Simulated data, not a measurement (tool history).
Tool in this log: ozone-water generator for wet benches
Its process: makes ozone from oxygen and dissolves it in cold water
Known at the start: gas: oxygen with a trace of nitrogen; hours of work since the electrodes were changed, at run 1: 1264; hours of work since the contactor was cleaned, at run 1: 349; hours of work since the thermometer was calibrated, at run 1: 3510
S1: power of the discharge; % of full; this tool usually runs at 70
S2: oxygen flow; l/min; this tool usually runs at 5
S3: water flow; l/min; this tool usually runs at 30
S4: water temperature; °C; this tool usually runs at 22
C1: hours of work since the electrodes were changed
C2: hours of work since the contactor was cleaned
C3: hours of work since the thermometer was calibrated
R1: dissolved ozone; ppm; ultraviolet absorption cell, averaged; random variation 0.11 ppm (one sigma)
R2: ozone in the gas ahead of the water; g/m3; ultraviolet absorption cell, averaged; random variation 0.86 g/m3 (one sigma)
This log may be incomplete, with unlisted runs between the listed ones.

run   hour  S1    S2  S3  S4    C1   C2    C3   R1     R2
  1      0  70     5  30  22  1264  349  3510  8.2  131.7
  2     29  70     5  30  22  1293  377  3538  8.2  129.8
  3   43.1  70     5  30  22  1306  391  3552  8.2    131
  4   69.7  70     5  30  22  1332  417  3578  8.2  131.4
  5   97.8  70     5  30  22  1359  444  3605  8.1  129.3
  6  114.3  68     5  30  22  1375  460  3621  8.2  128.8
  7  134.1  65     5  30  22  1394  479  3640  8.1    124
  8  148.8  65     5  30  22  1409  494  3655  7.8  125.2
  9  162.6  70     5  30  22  1422  507  3668  8.2  130.7
 10  183.1  41  7.39  32  16  1442  527  3688  6.1   75.1
 11  204.6  41  7.39  32  16  1463  548  3709  6.3   74.1
 12    232  41  7.39  32  16  1489  574  3735  6.1     75
 13  249.2  70     5  30  15  1506  591  3752  8.8  129.7
 14  274.8  70     5  30  15  1531  616  3777  8.9  129.1
 15  288.2  46  3.44  30  15  1544  629  3790  6.7  121.7
     312.2  -- water thermometer calibrated
 16  314.5  46  3.44  30  15  1569  654     2  6.4  122.8
 17  332.6  70     5  30  15  1586  671    20  8.7  129.5
 18  358.3  58     5  30  27  1611  696    45  6.7    115

Pick out some run-to-run changes in R1. Of each, how much would a tool without hidden state show as well, from the settings, what came in and chance, and how much is left for the hidden state and any gauge scatter not in both results compared?
The hidden state here: yield of the discharge, % of new electrodes'; contactor's efficiency, % of a clean one's; true water temperature over the reading, C; drift of the gauge itself on ozone_ppm, %; drift of the gauge itself on gas_g_m3, %.
Run 12 -> 13: S1 41 -> 70, S2 7.39 -> 5, S3 32 -> 30, S4 16 -> 15. R1 +2.7 ppm: hidden state -0.4, all else +3.1.
Run 16 -> 17: S1 46 -> 70, S2 3.44 -> 5. R1 +2.3 ppm: hidden state -0.5, all else +2.8.
